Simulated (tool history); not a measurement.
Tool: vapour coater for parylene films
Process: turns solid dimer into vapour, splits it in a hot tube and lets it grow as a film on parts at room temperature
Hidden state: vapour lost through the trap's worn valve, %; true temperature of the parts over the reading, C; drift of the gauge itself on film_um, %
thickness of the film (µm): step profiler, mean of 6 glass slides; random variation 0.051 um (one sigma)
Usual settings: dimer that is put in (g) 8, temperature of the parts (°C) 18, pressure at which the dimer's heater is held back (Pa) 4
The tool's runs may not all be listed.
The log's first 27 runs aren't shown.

| run | hour | dimer that is put in (g) | temperature of the parts (°C) | pressure at which the dimer's heater is held back (Pa) | hours of work since the trap's valve was overhauled | hours of work since the table's thermometer was calibrated | thickness of the film (µm) |
|---|---|---|---|---|---|---|---|
| 28 | 493.3 | 9 | 11 | 9.34 | 441 | 441 | 6.85 |
| 29 | 510.3 | 9 | 11 | 11.31 | 455 | 455 | 6.52 |
| 30 | 528.7 | 7 | 11 | 2.54 | 470 | 470 | 6.94 |
|  | 546.9 | trap's valve overhauled |
| 31 | 551.6 | 3 | 12 | 4.36 | 4 | 485 | 2.58 |
| 32 | 573.5 | 13 | 13 | 5.84 | 21 | 503 | 10.24 |
| 33 | 584.6 | 13 | 13 | 5.84 | 30 | 512 | 10.31 |
| 34 | 594.5 | 7 | 18 | 2.78 | 38 | 520 | 5.54 |
| 35 | 604.7 | 7 | 25 | 4.51 | 47 | 528 | 4.03 |
| 36 | 622.2 | 7 | 28 | 8.59 | 61 | 542 | 3.22 |

5 ways to go on from here, each from the tool as it stands after run 36. What would each give?
| A | 642.8 | 12 | 18 | 4.42 | 77 | 559 | ? |
| B | 642.8 | 5 | 30 | 3.99 | 77 | 559 | ? |
| C | 642.8 | 8 | 28 | 8.59 | 77 | 559 | ? |
| D | 642.8 | 7 | 27 | 6.66 | 77 | 559 | ? |
| E | 642.8 | 8 | 20 | 9.02 | 77 | 559 | ? |

| run | thickness of the film (µm) |
|---|---|
| A | 8.64 |
| B | 2.5 |
| C | 3.68 |
| D | 3.48 |
| E | 4.6 |
Without the tool's hidden state the same runs would have given:
| run | thickness of the film (µm) |
|---|---|
| A | 8.64 |
| B | 2.5 |
| C | 3.68 |
| D | 3.48 |
| E | 4.6 |
